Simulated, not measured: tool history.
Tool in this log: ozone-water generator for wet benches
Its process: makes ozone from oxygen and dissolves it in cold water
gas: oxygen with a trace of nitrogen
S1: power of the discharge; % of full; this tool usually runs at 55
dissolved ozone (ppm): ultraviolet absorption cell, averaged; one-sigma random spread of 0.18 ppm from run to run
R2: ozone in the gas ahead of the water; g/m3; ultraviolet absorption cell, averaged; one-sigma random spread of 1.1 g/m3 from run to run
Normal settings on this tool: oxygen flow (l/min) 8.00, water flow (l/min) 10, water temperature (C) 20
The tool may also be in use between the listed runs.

{"run": 1, "hour": 0.0, "S1": 55, "oxygen flow (l/min)": 8.0, "water flow (l/min)": 10, "water temperature (C)": 20, "dissolved ozone (ppm)": 22.5, "R2": 194.1}
{"run": 2, "hour": 32.7, "S1": 55, "oxygen flow (l/min)": 8.0, "water flow (l/min)": 10, "water temperature (C)": 20, "dissolved ozone (ppm)": 22.6, "R2": 193.0}
{"run": 3, "hour": 62.0, "S1": 55, "oxygen flow (l/min)": 8.0, "water flow (l/min)": 10, "water temperature (C)": 20, "dissolved ozone (ppm)": 22.4, "R2": 192.5}
{"run": 4, "hour": 92.2, "S1": 65, "oxygen flow (l/min)": 8.0, "water flow (l/min)": 10, "water temperature (C)": 20, "dissolved ozone (ppm)": 26.0, "R2": 219.7}
{"run": 5, "hour": 116.0, "S1": 55, "oxygen flow (l/min)": 8.0, "water flow (l/min)": 10, "water temperature (C)": 20, "dissolved ozone (ppm)": 22.9, "R2": 193.7}
{"run": 6, "hour": 142.8, "S1": 55, "oxygen flow (l/min)": 8.0, "water flow (l/min)": 10, "water temperature (C)": 20, "dissolved ozone (ppm)": 22.8, "R2": 191.6}
{"run": 7, "hour": 191.0, "S1": 55, "oxygen flow (l/min)": 8.0, "water flow (l/min)": 10, "water temperature (C)": 20, "dissolved ozone (ppm)": 22.3, "R2": 191.9}
{"run": 8, "hour": 226.4, "S1": 55, "oxygen flow (l/min)": 8.0, "water flow (l/min)": 10, "water temperature (C)": 20, "dissolved ozone (ppm)": 22.6, "R2": 195.4}
{"run": 9, "hour": 274.5, "S1": 55, "oxygen flow (l/min)": 8.0, "water flow (l/min)": 10, "water temperature (C)": 20, "dissolved ozone (ppm)": 22.3, "R2": 192.6}
{"run": 10, "hour": 322.0, "S1": 55, "oxygen flow (l/min)": 8.0, "water flow (l/min)": 10, "water temperature (C)": 20, "dissolved ozone (ppm)": 22.5, "R2": 192.1}
{"run": 11, "hour": 358.8, "S1": 55, "oxygen flow (l/min)": 8.0, "water flow (l/min)": 10, "water temperature (C)": 18, "dissolved ozone (ppm)": 23.8, "R2": 188.8}
{"hour": 365.6, "done": "contactor cleaned"}
{"run": 12, "hour": 392.5, "S1": 81, "oxygen flow (l/min)": 8.0, "water flow (l/min)": 10, "water temperature (C)": 20, "dissolved ozone (ppm)": 29.2, "R2": 255.8}
{"run": 13, "hour": 414.8, "S1": 67, "oxygen flow (l/min)": 10.62, "water flow (l/min)": 9, "water temperature (C)": 25, "dissolved ozone (ppm)": 22.0, "R2": 197.8}
{"run": 14, "hour": 455.7, "S1": 67, "oxygen flow (l/min)": 10.62, "water flow (l/min)": 10, "water temperature (C)": 19, "dissolved ozone (ppm)": 24.2, "R2": 196.4}
{"run": 15, "hour": 477.6, "S1": 67, "oxygen flow (l/min)": 10.62, "water flow (l/min)": 10, "water temperature (C)": 19, "dissolved ozone (ppm)": 24.7, "R2": 196.9}
{"run": 16, "hour": 524.5, "S1": 55, "oxygen flow (l/min)": 6.31, "water flow (l/min)": 10, "water temperature (C)": 28, "dissolved ozone (ppm)": 18.5, "R2": 212.1}
{"hour": 555.3, "done": "contactor cleaned, once more"}
{"run": 17, "hour": 559.7, "S1": 55, "oxygen flow (l/min)": 8.0, "water flow (l/min)": 12, "water temperature (C)": 16, "dissolved ozone (ppm)": 23.4, "R2": 192.2}
{"run": 18, "hour": 583.3, "S1": 55, "oxygen flow (l/min)": 13.53, "water flow (l/min)": 10, "water temperature (C)": 18, "dissolved ozone (ppm)": 22.2, "R2": 152.6}
{"run": 19, "hour": 605.6, "S1": 55, "oxygen flow (l/min)": 13.53, "water flow (l/min)": 10, "water temperature (C)": 18, "dissolved ozone (ppm)": 22.5, "R2": 151.5}

Some steps in dissolved ozone (ppm) between neighbouring runs. How much of each would the tool show without its hidden state too (settings, what came in, random variation), and how much is left for the hidden state, with any gauge scatter that isn't in both results?
What the log doesn't record here: yield of the discharge, % of new electrodes'; contactor's efficiency, % of a clean one's; true water temperature over the reading, C; drift of the gauge itself on ozone_ppm, %; drift of the gauge itself on gas_g_m3, %.
Run 11 -> 12: S1 55 -> 81, water temperature (C) 18 -> 20, contactor cleaned. dissolved ozone (ppm) +5.4: hidden state -1.9, all else +7.3.
Run 12 -> 13: S1 81 -> 67, oxygen flow (l/min) 8.00 -> 10.62, water flow (l/min) 10 -> 9, water temperature (C) 20 -> 25. dissolved ozone (ppm) -7.2: hidden state +1.1, all else -8.3.

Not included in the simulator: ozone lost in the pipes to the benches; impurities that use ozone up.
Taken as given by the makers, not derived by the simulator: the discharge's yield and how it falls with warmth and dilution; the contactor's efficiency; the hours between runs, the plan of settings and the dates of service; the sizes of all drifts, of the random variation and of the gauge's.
